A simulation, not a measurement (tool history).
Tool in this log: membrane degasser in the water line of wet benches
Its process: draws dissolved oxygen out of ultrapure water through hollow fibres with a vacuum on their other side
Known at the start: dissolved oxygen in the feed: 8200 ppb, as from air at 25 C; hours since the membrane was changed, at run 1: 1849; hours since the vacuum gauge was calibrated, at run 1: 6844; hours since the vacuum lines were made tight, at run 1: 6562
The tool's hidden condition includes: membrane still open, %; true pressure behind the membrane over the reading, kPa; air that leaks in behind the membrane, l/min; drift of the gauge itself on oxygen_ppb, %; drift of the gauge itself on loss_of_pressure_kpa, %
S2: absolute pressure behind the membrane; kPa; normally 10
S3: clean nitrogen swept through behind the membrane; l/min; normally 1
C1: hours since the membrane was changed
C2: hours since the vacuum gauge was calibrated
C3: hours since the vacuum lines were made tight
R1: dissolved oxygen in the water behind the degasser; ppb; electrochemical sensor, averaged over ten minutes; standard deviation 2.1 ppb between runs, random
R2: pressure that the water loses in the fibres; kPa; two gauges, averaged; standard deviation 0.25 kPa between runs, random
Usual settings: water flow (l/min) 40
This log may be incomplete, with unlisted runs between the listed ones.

run 1 hour=0 | water_flow_(l/min)=40 S2=10 S3=1 | C1=1849 C2=6844 C3=6562 | R1=525.7 R2=68.63
run 2 hour=36 | water_flow_(l/min)=40 S2=10 S3=1 | C1=1885 C2=6880 C3=6598 | R1=527.9 R2=69.05
run 3 hour=59.4 | water_flow_(l/min)=40 S2=10.5 S3=1 | C1=1909 C2=6904 C3=6621 | R1=562.2 R2=68.08
run 4 hour=109.4 | water_flow_(l/min)=40 S2=10.5 S3=1 | C1=1959 C2=6954 C3=6671 | R1=562.9 R2=68.45
run 5 hour=138.3 | water_flow_(l/min)=25 S2=10 S3=1 | C1=1988 C2=6983 C3=6700 | R1=361 R2=42.81
run 6 hour=188.2 | water_flow_(l/min)=25 S2=10 S3=1 | C1=2038 C2=7033 C3=6750 | R1=357.5 R2=42.65
run 7 hour=231.8 | water_flow_(l/min)=40 S2=10 S3=1 | C1=2081 C2=7076 C3=6794 | R1=523.8 R2=68.93
run 8 hour=261.1 | water_flow_(l/min)=40 S2=10 S3=1 | C1=2111 C2=7105 C3=6823 | R1=526.5 R2=68.39
run 9 hour=306.5 | water_flow_(l/min)=40 S2=10 S3=1 | C1=2156 C2=7151 C3=6868 | R1=522.8 R2=69.13
run 10 hour=334.7 | water_flow_(l/min)=40 S2=10 S3=2.32 | C1=2184 C2=7179 C3=6897 | R1=266.9 R2=68.62
run 11 hour=375.4 | water_flow_(l/min)=40 S2=8.8 S3=2.32 | C1=2225 C2=7220 C3=6937 | R1=223.3 R2=68.09
run 12 hour=421.4 | water_flow_(l/min)=48 S2=8.8 S3=2.32 | C1=2271 C2=7266 C3=6983 | R1=265.3 R2=82.54
run 13 hour=465.4 | water_flow_(l/min)=48 S2=6.1 S3=2.32 | C1=2315 C2=7310 C3=7027 | R1=145.1 R2=81.81
run 14 hour=506.5 | water_flow_(l/min)=27 S2=10 S3=1 | C1=2356 C2=7351 C3=7069 | R1=382.2 R2=46.46
run 15 hour=539.4 | water_flow_(l/min)=40 S2=10.9 S3=1 | C1=2389 C2=7384 C3=7101 | R1=588.9 R2=68.74
run 16 hour=589.1 | water_flow_(l/min)=40 S2=10.9 S3=1 | C1=2438 C2=7433 C3=7151 | R1=592.2 R2=68.13
run 17 hour=635.5 | water_flow_(l/min)=40 S2=10.9 S3=1 | C1=2485 C2=7480 C3=7198 | R1=590.8 R2=68.15
run 18 hour=674 | water_flow_(l/min)=60 S2=8.4 S3=0.69 | C1=2523 C2=7518 C3=7236 | R1=710.3 R2=102.41
run 19 hour=715.2 | water_flow_(l/min)=52 S2=7.3 S3=0.62 | C1=2565 C2=7560 C3=7277 | R1=555.3 R2=89.05
run 20 hour=742.1 | water_flow_(l/min)=38 S2=7.3 S3=0.62 | C1=2591 C2=7586 C3=7304 | R1=445.4 R2=65.31
run 21 hour=785.7 | water_flow_(l/min)=38 S2=7.3 S3=0.62 | C1=2635 C2=7630 C3=7348 | R1=444.9 R2=64.83
run 22 hour=812.5 | water_flow_(l/min)=38 S2=7.3 S3=0.62 | C1=2662 C2=7657 C3=7375 | R1=445 R2=65.32
run 23 hour=845.3 | water_flow_(l/min)=50 S2=9.2 S3=1.39 | C1=2695 C2=7690 C3=7407 | R1=439.1 R2=85.57
run 24 hour=876.5 | water_flow_(l/min)=40 S2=16.1 S3=0.84 | C1=2726 C2=7721 C3=7439 | R1=1070.4 R2=68.31
run 25 hour=899.9 | water_flow_(l/min)=40 S2=12.1 S3=1 | C1=2749 C2=7744 C3=7462 | R1=673.5 R2=68.22
run 26 hour=934.7 | water_flow_(l/min)=40 S2=12.1 S3=1 | C1=2784 C2=7779 C3=7497 | R1=672.8 R2=68.61
run 27 hour=964.4 | water_flow_(l/min)=57 S2=7.8 S3=0.5 | C1=2814 C2=7809 C3=7526 | R1=737.1 R2=97.6
-- hour=1006.1 vacuum gauge calibrated
run 28 hour=1006.1 | water_flow_(l/min)=32 S2=8.8 S3=2.53 | C1=2855 C2=0 C3=7568 | R1=167.3 R2=54.8
run 29 hour=1052.7 | water_flow_(l/min)=40 S2=10 S3=1.03 | C1=2902 C2=47 C3=7614 | R1=514.2 R2=68.33
run 30 hour=1097.9 | water_flow_(l/min)=40 S2=10 S3=1.03 | C1=2947 C2=92 C3=7659 | R1=511.9 R2=68.53
run 31 hour=1120.7 | water_flow_(l/min)=42 S2=10 S3=0.89 | C1=2970 C2=115 C3=7682 | R1=597.9 R2=72.12

For each entry between runs, how does the tool's hidden state at the last listed run before it compare with that at the first listed run after it?
After run 27, before run 28: vacuum gauge calibrated (hour 1006.1)
  no difference in the tool's unlogged condition between these two runs
